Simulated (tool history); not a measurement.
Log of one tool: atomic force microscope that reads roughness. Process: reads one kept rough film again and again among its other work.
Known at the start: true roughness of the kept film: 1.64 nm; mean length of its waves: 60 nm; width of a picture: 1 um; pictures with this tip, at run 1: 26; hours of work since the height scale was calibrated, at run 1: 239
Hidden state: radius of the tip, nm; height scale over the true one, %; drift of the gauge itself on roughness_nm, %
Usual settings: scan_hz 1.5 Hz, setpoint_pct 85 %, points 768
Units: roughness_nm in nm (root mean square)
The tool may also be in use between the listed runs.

run	hour	scan_hz	setpoint_pct	points	pictures with this tip	hours of work since the height scale was calibrated	roughness_nm
1	0	1.5	85	768	26	239	1.423
2	20.8	1.5	85	778	73	253	1.408
# hour 28.3: new tip fitted
3	43.4	1.5	85	778	34	268	1.428
# hour 69: new tip fitted
4	74.5	1.5	85	778	13	290	1.431
5	92.3	1.5	85	778	53	302	1.417
6	107.1	1.5	85	778	87	312	1.399
# hour 109: new tip fitted
7	128.4	1.5	87	768	43	327	1.404
# hour 148.6: new tip fitted
8	159.8	1.27	85	768	25	348	1.452
9	186.3	1.5	85	768	85	366	1.401
# hour 188.2: new tip fitted
10	201.4	1.5	85	768	30	377	1.421
11	220	1.93	85	768	72	389	1.358
# hour 228.2: new tip fitted
12	247.6	1.5	85	768	44	408	1.413
# hour 268.5: new tip fitted
13	277.5	1.2	71	945	21	429	1.521
14	294.1	1.2	71	945	58	440	1.504
# hour 308.1: new tip fitted
15	313.9	2.91	71	945	13	453	1.439
16	334.5	0.52	84	425	59	468	1.518
# hour 348.8: new tip fitted
17	364.8	1.01	84	513	37	488	1.478
# hour 388.9: new tip fitted
18	392.6	1.06	84	513	8	507	1.482
19	407.4	1.06	84	513	42	518	1.468
# hour 429.7: new tip fitted
20	436.6	3.08	72	578	15	537	1.411
21	460.5	1.5	85	630	70	554	1.398
# hour 470.4: new tip fitted
22	474.8	1.01	90	568	10	564	1.447
23	493.6	1.01	90	568	52	577	1.428

3 ways to go on from here, each from the tool as it stands after run 23. What would each give?
# hour 510.5: new tip fitted
A	521	1.14	61	522	24	595	?
# hour 510.5: new tip fitted
B	521	1.84	90	568	24	595	?
# hour 510.5: new tip fitted
C	521	1.09	90	568	24	595	?

run	roughness_nm
A	1.554
B	1.34
C	1.426
Without the tool's hidden state the same runs would have given:
run	roughness_nm
A	1.583
B	1.366
C	1.453

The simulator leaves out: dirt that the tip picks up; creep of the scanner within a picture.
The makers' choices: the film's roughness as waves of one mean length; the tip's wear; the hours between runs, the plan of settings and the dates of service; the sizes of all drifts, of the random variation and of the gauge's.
